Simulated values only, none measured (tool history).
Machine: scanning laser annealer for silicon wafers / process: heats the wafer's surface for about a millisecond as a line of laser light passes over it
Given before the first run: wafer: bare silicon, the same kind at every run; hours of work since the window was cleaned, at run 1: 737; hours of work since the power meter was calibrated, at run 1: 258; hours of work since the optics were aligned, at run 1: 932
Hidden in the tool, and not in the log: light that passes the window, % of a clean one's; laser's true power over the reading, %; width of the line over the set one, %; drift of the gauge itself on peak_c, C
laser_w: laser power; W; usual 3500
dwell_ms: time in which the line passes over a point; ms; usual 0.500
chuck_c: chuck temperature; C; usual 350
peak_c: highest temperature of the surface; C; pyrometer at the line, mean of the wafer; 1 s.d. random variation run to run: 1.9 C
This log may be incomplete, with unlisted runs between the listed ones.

| run | hour | laser_w | dwell_ms | chuck_c | hours of work since the window was cleaned | hours of work since the power meter was calibrated | hours of work since the optics were aligned | peak_c |
|---|---|---|---|---|---|---|---|---|
| 1 | 0.0 | 3500 | 0.500 | 350 | 737 | 258 | 932 | 1092 |
| 2 | 24.3 | 3500 | 0.426 | 350 | 752 | 273 | 946 | 1036 |
|  | 32.2 | window over the wafer cleaned |
| 3 | 44.4 | 3500 | 0.426 | 350 | 7 | 284 | 957 | 1085 |
| 4 | 56.7 | 3500 | 0.426 | 350 | 15 | 291 | 965 | 1082 |
| 5 | 74.9 | 3500 | 0.468 | 350 | 26 | 302 | 976 | 1114 |
| 6 | 93.9 | 3500 | 0.426 | 350 | 37 | 314 | 987 | 1085 |
| 7 | 122.4 | 3500 | 0.361 | 350 | 55 | 331 | 1005 | 1025 |
| 8 | 146.4 | 3500 | 0.361 | 350 | 69 | 345 | 1019 | 1027 |
| 9 | 165.1 | 3500 | 0.526 | 350 | 80 | 357 | 1030 | 1149 |
| 10 | 184.3 | 3744 | 0.500 | 350 | 92 | 368 | 1042 | 1205 |
| 11 | 207.8 | 3211 | 0.500 | 350 | 106 | 383 | 1056 | 1055 |
| 12 | 225.5 | 3211 | 0.500 | 350 | 117 | 393 | 1067 | 1052 |
| 13 | 243.2 | 3211 | 0.500 | 350 | 128 | 404 | 1078 | 1051 |
| 14 | 256.8 | 3211 | 0.500 | 350 | 136 | 412 | 1086 | 1053 |
| 15 | 277.8 | 3325 | 0.407 | 350 | 149 | 425 | 1099 | 1015 |
| 16 | 304.8 | 3747 | 0.617 | 387 | 165 | 441 | 1115 | 1321 |
| 17 | 319.4 | 3250 | 0.500 | 350 | 174 | 450 | 1124 | 1058 |
| 18 | 347.1 | 3169 | 0.500 | 338 | 190 | 467 | 1141 | 1028 |
| 19 | 368.1 | 3169 | 0.500 | 338 | 203 | 479 | 1153 | 1023 |
| 20 | 392.6 | 3169 | 0.500 | 338 | 218 | 494 | 1168 | 1022 |
| 21 | 405.7 | 3500 | 0.364 | 336 | 226 | 502 | 1176 | 1001 |
| 22 | 433.5 | 3500 | 0.364 | 336 | 243 | 519 | 1193 | 1002 |
| 23 | 447.8 | 3500 | 0.364 | 336 | 251 | 528 | 1201 | 1003 |
| 24 | 468.5 | 3376 | 0.364 | 336 | 264 | 540 | 1214 | 972 |
| 25 | 490.7 | 3376 | 0.364 | 336 | 277 | 554 | 1227 | 971 |
| 26 | 503.8 | 3376 | 0.364 | 336 | 285 | 562 | 1235 | 972 |
| 27 | 521.1 | 3500 | 0.527 | 364 | 296 | 572 | 1246 | 1155 |

For some of the steps in peak_c from one run to the next: how much would appear even if the tool had no hidden state, given the settings, what came in and random variation, and how much remains for the hidden state plus any gauge scatter that the measured result and the result without hidden state don't share?
Run 2 -> 3: window over the wafer cleaned. peak_c +49 C: hidden state +48, all else +1.
Run 15 -> 16: laser_w 3325 -> 3747, dwell_ms 0.407 -> 0.617, chuck_c 350 -> 387. peak_c +306 C: hidden state -6, all else +312.
Run 16 -> 17: laser_w 3747 -> 3250, dwell_ms 0.617 -> 0.500, chuck_c 387 -> 350. peak_c -263 C: hidden state +3, all else -266.
